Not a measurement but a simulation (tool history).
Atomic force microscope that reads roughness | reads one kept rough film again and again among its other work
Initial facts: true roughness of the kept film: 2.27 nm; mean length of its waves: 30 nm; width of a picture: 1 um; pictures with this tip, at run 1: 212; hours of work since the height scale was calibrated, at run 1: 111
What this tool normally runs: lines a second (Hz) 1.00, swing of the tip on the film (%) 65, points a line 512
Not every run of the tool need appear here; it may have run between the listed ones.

run,day,lines a second (Hz),swing of the tip on the film (%),points a line,pictures with this tip,hours of work since the height scale was calibrated,roughness of the kept film (nm (root mean square))
1,0.000,1.00,65,512,212,111,2.020
2,0.354,0.56,65,512,224,116,2.039
3,0.625,1.00,65,512,233,119,2.013
4,0.992,1.00,65,512,245,124,2.025
5,1.246,1.00,65,512,254,127,2.025
6,1.450,1.00,65,512,261,130,2.026
7,1.700,2.39,65,512,269,133,1.984
8,1.925,2.39,65,512,276,136,1.989
9,2.346,2.39,65,512,290,141,1.985
10,2.658,2.39,65,512,301,145,1.983
11,2.904,2.39,62,512,309,148,2.009
12,3.292,2.39,62,512,322,153,1.998
13,3.496,2.39,62,512,329,156,1.993
14,3.796,1.00,56,512,339,160,2.039
15,4.208,1.00,56,512,352,165,2.047
16,4.546,0.57,56,512,363,169,2.027
17,4.862,1.00,72,512,374,173,2.017
# day 5.021: new tip fitted
18,5.308,1.00,72,512,9,179,2.021
19,5.696,1.00,72,512,22,184,2.034
20,6.017,1.00,72,512,33,188,2.013
21,6.350,2.92,72,512,44,192,1.934
22,6.567,2.92,72,512,51,195,1.939
23,6.921,1.00,65,719,63,199,2.032
24,7.121,1.00,65,512,69,202,2.018
25,7.383,1.00,65,512,78,205,2.011
26,7.796,1.04,87,420,92,210,1.959
27,8.179,3.91,86,289,105,215,1.757
28,8.571,2.88,60,427,118,220,1.982
29,8.871,0.54,60,278,128,224,2.015
30,9.233,0.54,60,278,140,229,2.023
31,9.558,0.54,63,618,150,233,2.060
32,9.950,0.54,63,618,163,238,2.036
33,10.192,3.39,67,512,172,241,1.950
34,10.533,3.39,72,512,183,245,1.920

Run 35 has not been measured yet. What should we expect?
35,10.758,1.00,81,512,190,248,?

For run 35 the tool returned roughness of the kept film (nm (root mean square)) 1.995.
On a tool with no hidden condition, and with the same random variation, this run would have come out at roughness of the kept film (nm (root mean square)) 1.997.
